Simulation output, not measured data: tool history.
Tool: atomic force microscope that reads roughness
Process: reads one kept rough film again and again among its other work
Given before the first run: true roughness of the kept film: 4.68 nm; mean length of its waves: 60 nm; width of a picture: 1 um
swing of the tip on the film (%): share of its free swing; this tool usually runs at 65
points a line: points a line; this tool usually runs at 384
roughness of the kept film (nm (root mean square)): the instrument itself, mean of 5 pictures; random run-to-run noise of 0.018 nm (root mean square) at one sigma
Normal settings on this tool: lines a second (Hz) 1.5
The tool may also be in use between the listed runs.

run,day,lines a second (Hz),swing of the tip on the film (%),points a line,roughness of the kept film (nm (root mean square))
1,0,1.5,65,384,4.305
2,2.158,1.5,65,384,4.276
# day 2.6: new tip fitted
3,4.408,2.57,65,384,4.197
4,7.575,2.57,65,384,4.195
# day 8.683: new tip fitted
5,9.542,1.5,65,830,4.295
6,12.846,1.5,65,384,4.278
# day 14.542: new tip fitted
7,15.171,1.5,65,384,4.29
8,17.446,1.5,65,384,4.285
# day 20.458: new tip fitted
9,20.458,1.5,65,384,4.291
10,22.492,1.5,65,384,4.288
11,24.483,1.5,65,384,4.262
# day 26.562: new tip fitted
12,27.546,1.5,65,384,4.301
13,30.704,1.5,65,384,4.292
# day 32.546: new tip fitted
14,33.404,1.34,65,384,4.301
15,35.479,1.5,77,384,4.142
16,37.812,1.5,77,384,4.141
# day 38.462: new tip fitted
17,41.117,1.5,65,384,4.272
18,43.996,1.3,65,384,4.281
# day 44.508: new tip fitted
19,46.208,1.3,65,384,4.3
20,47.954,1.5,73,730,4.168
# day 50.417: new tip fitted
21,50.417,1.5,79,437,4.171
22,52.3,1.5,79,395,4.101
23,54.671,2.36,73,384,4.058
# day 56.458: new tip fitted
24,56.592,3.1,65,630,4.16
25,58.008,3.1,65,630,4.139
26,60.608,3.1,65,630,4.141
# day 62.45: new tip fitted
27,63.142,2.09,60,271,4.264
28,66.042,2.09,60,271,4.26
# day 68.358: new tip fitted
29,69.129,2.51,60,271,4.231
30,71.096,0.52,87,384,4.278
31,72.667,0.67,85,384,4.237
# day 74.417: new tip fitted
32,75.662,0.67,85,322,4.253
33,78.804,0.89,87,384,4.183
# day 80.483: new tip fitted
34,80.525,2.03,68,507,4.21
35,82.462,2.03,68,507,4.211
36,85.296,1.5,83,366,4.038
# day 86.492: new tip fitted
37,87.925,1.5,83,366,4.053

Measured minus without-hidden-state, run by run (identical run-to-run variation in each term; gauge scatter may differ):
The tool's hidden condition here consists of: radius of the tip, nm; height scale over the true one, %; drift of the gauge itself on roughness_nm, %.
run,roughness of the kept film (nm (root mean square))
1,-0.013
2,-0.021
3,-0.005
4,-0.016
5,-0.002
6,-0.012
7,-0.002
8,-0.009
9,+0.001
10,-0.006
11,-0.013
12,-0.003
13,-0.013
14,-0.002
15,-0.009
16,-0.016
17,-0.008
18,-0.019
19,-0.004
20,-0.01
21,+0.002
22,-0.005
23,-0.012
24,+0.001
25,-0.004
26,-0.013
27,-0.001
28,-0.011
29,-0.001
30,-0.008
31,-0.013
32,-0.003
33,-0.014
34,+0.001
35,-0.005
36,-0.013
37,-0.002

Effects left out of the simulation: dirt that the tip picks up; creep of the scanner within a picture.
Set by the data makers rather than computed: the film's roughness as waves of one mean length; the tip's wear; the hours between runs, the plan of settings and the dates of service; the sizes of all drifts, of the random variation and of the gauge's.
